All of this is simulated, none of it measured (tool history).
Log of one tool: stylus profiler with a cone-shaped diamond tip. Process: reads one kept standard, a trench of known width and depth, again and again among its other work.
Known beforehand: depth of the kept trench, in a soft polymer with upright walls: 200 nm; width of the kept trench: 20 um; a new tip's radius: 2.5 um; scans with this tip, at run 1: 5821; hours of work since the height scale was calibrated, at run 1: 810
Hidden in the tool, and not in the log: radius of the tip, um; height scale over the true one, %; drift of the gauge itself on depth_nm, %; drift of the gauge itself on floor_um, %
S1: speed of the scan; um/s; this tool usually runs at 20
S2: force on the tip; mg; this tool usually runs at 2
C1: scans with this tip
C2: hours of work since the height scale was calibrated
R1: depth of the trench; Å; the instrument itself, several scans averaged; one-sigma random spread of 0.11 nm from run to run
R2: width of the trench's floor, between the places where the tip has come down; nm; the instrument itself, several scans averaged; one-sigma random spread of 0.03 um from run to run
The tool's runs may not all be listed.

run	hour	S1	S2	C1	C2	R1	R2
1	0	20	2	5821	810	2030	16940
2	56.8	7	2	6068	845	2030.2	16970
3	113.1	7	2	6313	879	2028.4	16910
4	195.6	20	4.31	6671	929	2045.5	16890
# hour 200.7: height scale calibrated on a step standard
5	274	20	4.31	7010	44	2053.1	16780
6	365.9	20	4.31	7410	100	2051.9	16770
7	425.9	6	5.81	7671	136	2059.3	16710

What does the tool deliver on the next run?
8	496.5	6	5.81	7978	179	?	?

{"run 8": {"R1": 2060.3, "R2": 16770}}
Take away the tool's hidden state, keep the run-to-run variation as it was, and the same run would have given R1 2045.7 Å, R2 18060 nm.
